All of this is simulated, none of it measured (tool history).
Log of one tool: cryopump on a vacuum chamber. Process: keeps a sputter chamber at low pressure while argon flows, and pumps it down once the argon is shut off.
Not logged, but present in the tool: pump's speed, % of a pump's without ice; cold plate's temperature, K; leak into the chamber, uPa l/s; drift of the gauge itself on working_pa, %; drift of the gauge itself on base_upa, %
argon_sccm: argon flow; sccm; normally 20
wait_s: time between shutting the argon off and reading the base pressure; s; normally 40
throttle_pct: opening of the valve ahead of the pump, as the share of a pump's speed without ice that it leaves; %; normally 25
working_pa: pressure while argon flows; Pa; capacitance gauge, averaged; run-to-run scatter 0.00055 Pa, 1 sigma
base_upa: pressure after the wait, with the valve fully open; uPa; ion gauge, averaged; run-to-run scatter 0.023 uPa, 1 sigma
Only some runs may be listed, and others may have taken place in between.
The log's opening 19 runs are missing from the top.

run	hour	argon_sccm	wait_s	throttle_pct	hours of work since the pump was warmed up and emptied	hours of work since the cold head was overhauled	hours of work since the chamber's fittings were tightened	working_pa	base_upa
20	537.1	32	41	27	184	1131	493	0.0919	0.89
21	576.7	32	41	27	205	1152	514	0.0913	0.95
22	606.6	23	64	38	221	1168	530	0.0477	0.7
23	637	16	111	58	237	1185	546	0.0242	0.54
24	674.5	11	155	25	257	1205	566	0.0349	0.52
25	700.9	11	76	25	272	1219	581	0.0348	0.71
26	741.3	13	38	42	293	1240	602	0.0266	0.99
27	769.7	18	59	26	308	1255	617	0.0547	0.79
# hour 777.1: pump warmed up, emptied and cooled again
28	800.6	20	61	15	13	1269	631	0.0967	0.69
29	824.1	19	40	25	25	1282	644	0.0573	0.91
30	846.5	20	160	48	37	1294	656	0.0314	0.47
31	884.7	17	27	28	57	1314	676	0.0453	1.22
32	927	17	83	31	80	1337	698	0.0408	0.57
33	960.3	10	83	33	98	1354	716	0.0227	0.65
34	1000.2	10	83	33	119	1376	738	0.023	0.64

Here are 3 independent what-if runs from the current tool condition. What would each one return?
A	1023.6	32	40	46	131	1388	750	?	?
B	1023.6	20	29	25	131	1388	750	?	?
C	1023.6	18	40	18	131	1388	750	?	?

run	working_pa	base_upa
A	0.0551	0.92
B	0.0609	1.2
C	0.0755	0.96
Without the tool's hidden state the same runs would have given:
run	working_pa	base_upa
A	0.0512	0.71
B	0.0585	0.98
C	0.0733	0.74
